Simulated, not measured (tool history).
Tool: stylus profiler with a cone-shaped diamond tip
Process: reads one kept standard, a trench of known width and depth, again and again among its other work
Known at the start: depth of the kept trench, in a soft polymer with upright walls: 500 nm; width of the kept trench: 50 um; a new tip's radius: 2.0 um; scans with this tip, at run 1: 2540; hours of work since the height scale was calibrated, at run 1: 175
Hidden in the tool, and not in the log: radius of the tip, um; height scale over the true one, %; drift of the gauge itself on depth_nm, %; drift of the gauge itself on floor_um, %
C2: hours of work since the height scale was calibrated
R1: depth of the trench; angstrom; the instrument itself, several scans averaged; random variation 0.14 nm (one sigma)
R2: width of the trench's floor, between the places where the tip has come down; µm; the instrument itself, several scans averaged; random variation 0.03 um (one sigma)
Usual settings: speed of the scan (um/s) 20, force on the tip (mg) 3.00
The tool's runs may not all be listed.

run 1 hour=0.0 | speed_of_the_scan_(um/s)=20 force_on_the_tip_(mg)=3.00 | scans_with_this_tip=2540 C2=175 | R1=5024.6 R2=47.02
run 2 hour=12.1 | speed_of_the_scan_(um/s)=20 force_on_the_tip_(mg)=1.27 | scans_with_this_tip=2631 C2=181 | R1=5011.6 R2=47.01
run 3 hour=24.0 | speed_of_the_scan_(um/s)=20 force_on_the_tip_(mg)=1.27 | scans_with_this_tip=2721 C2=187 | R1=5012.0 R2=47.00
run 4 hour=36.3 | speed_of_the_scan_(um/s)=20 force_on_the_tip_(mg)=1.48 | scans_with_this_tip=2813 C2=194 | R1=5014.8 R2=46.94
run 5 hour=47.0 | speed_of_the_scan_(um/s)=20 force_on_the_tip_(mg)=3.00 | scans_with_this_tip=2894 C2=199 | R1=5025.8 R2=47.06
run 6 hour=60.2 | speed_of_the_scan_(um/s)=20 force_on_the_tip_(mg)=3.00 | scans_with_this_tip=2993 C2=206 | R1=5026.1 R2=46.98
run 7 hour=71.5 | speed_of_the_scan_(um/s)=20 force_on_the_tip_(mg)=3.00 | scans_with_this_tip=3077 C2=212 | R1=5023.5 R2=46.98
run 8 hour=88.4 | speed_of_the_scan_(um/s)=20 force_on_the_tip_(mg)=1.06 | scans_with_this_tip=3204 C2=221 | R1=5008.1 R2=46.93
run 9 hour=108.3 | speed_of_the_scan_(um/s)=20 force_on_the_tip_(mg)=3.00 | scans_with_this_tip=3354 C2=231 | R1=5023.2 R2=46.94
run 10 hour=119.3 | speed_of_the_scan_(um/s)=20 force_on_the_tip_(mg)=3.00 | scans_with_this_tip=3436 C2=237 | R1=5022.8 R2=46.99
run 11 hour=139.4 | speed_of_the_scan_(um/s)=20 force_on_the_tip_(mg)=3.00 | scans_with_this_tip=3587 C2=247 | R1=5024.4 R2=47.01
run 12 hour=161.3 | speed_of_the_scan_(um/s)=20 force_on_the_tip_(mg)=3.00 | scans_with_this_tip=3751 C2=258 | R1=5024.8 R2=46.94
run 13 hour=183.0 | speed_of_the_scan_(um/s)=20 force_on_the_tip_(mg)=3.00 | scans_with_this_tip=3914 C2=269 | R1=5023.3 R2=46.96
run 14 hour=192.9 | speed_of_the_scan_(um/s)=7 force_on_the_tip_(mg)=3.00 | scans_with_this_tip=3989 C2=275 | R1=5026.8 R2=47.01
run 15 hour=206.2 | speed_of_the_scan_(um/s)=20 force_on_the_tip_(mg)=3.00 | scans_with_this_tip=4089 C2=282 | R1=5022.6 R2=46.89
run 16 hour=225.8 | speed_of_the_scan_(um/s)=34 force_on_the_tip_(mg)=2.19 | scans_with_this_tip=4236 C2=292 | R1=5020.2 R2=46.86
run 17 hour=242.9 | speed_of_the_scan_(um/s)=55 force_on_the_tip_(mg)=5.66 | scans_with_this_tip=4364 C2=300 | R1=5038.5 R2=46.80
run 18 hour=262.2 | speed_of_the_scan_(um/s)=55 force_on_the_tip_(mg)=5.66 | scans_with_this_tip=4509 C2=310 | R1=5038.3 R2=46.74
run 19 hour=281.1 | speed_of_the_scan_(um/s)=11 force_on_the_tip_(mg)=6.35 | scans_with_this_tip=4651 C2=320 | R1=5043.9 R2=46.93
run 20 hour=303.1 | speed_of_the_scan_(um/s)=29 force_on_the_tip_(mg)=3.19 | scans_with_this_tip=4817 C2=332 | R1=5023.4 R2=46.83
run 21 hour=315.1 | speed_of_the_scan_(um/s)=29 force_on_the_tip_(mg)=3.19 | scans_with_this_tip=4906 C2=338 | R1=5022.1 R2=46.80
run 22 hour=329.3 | speed_of_the_scan_(um/s)=29 force_on_the_tip_(mg)=3.19 | scans_with_this_tip=5013 C2=345 | R1=5022.1 R2=46.88
run 23 hour=347.2 | speed_of_the_scan_(um/s)=42 force_on_the_tip_(mg)=4.51 | scans_with_this_tip=5147 C2=354 | R1=5032.7 R2=46.77
run 24 hour=361.2 | speed_of_the_scan_(um/s)=20 force_on_the_tip_(mg)=1.02 | scans_with_this_tip=5252 C2=362 | R1=5006.2 R2=46.75
run 25 hour=372.2 | speed_of_the_scan_(um/s)=20 force_on_the_tip_(mg)=1.10 | scans_with_this_tip=5335 C2=367 | R1=5007.4 R2=46.76
run 26 hour=389.7 | speed_of_the_scan_(um/s)=16 force_on_the_tip_(mg)=2.79 | scans_with_this_tip=5466 C2=376 | R1=5021.4 R2=46.82
run 27 hour=404.6 | speed_of_the_scan_(um/s)=8 force_on_the_tip_(mg)=1.46 | scans_with_this_tip=5578 C2=384 | R1=5012.9 R2=46.88
run 28 hour=416.2 | speed_of_the_scan_(um/s)=58 force_on_the_tip_(mg)=1.60 | scans_with_this_tip=5665 C2=390 | R1=5012.2 R2=46.43
run 29 hour=426.3 | speed_of_the_scan_(um/s)=11 force_on_the_tip_(mg)=3.16 | scans_with_this_tip=5742 C2=395 | R1=5021.5 R2=46.83

Forecast each of these 4 alternatives for the next run:
run A hour=437.0 | speed_of_the_scan_(um/s)=13 force_on_the_tip_(mg)=4.83 | scans_with_this_tip=5822 C2=401 | R1=? R2=?
run B hour=437.0 | speed_of_the_scan_(um/s)=8 force_on_the_tip_(mg)=7.16 | scans_with_this_tip=5822 C2=401 | R1=? R2=?
run C hour=437.0 | speed_of_the_scan_(um/s)=7 force_on_the_tip_(mg)=3.83 | scans_with_this_tip=5822 C2=401 | R1=? R2=?
run D hour=437.0 | speed_of_the_scan_(um/s)=11 force_on_the_tip_(mg)=4.23 | scans_with_this_tip=5822 C2=401 | R1=? R2=?

run=A R1=5035.8 R2=46.85
run=B R1=5045.2 R2=46.88
run=C R1=5026.3 R2=46.90
run=D R1=5031.1 R2=46.91
Without the tool's hidden state the same runs would have given:
run=A R1=5045.8 R2=47.30
run=B R1=5055.1 R2=47.33
run=C R1=5036.3 R2=47.34
run=D R1=5041.0 R2=47.36
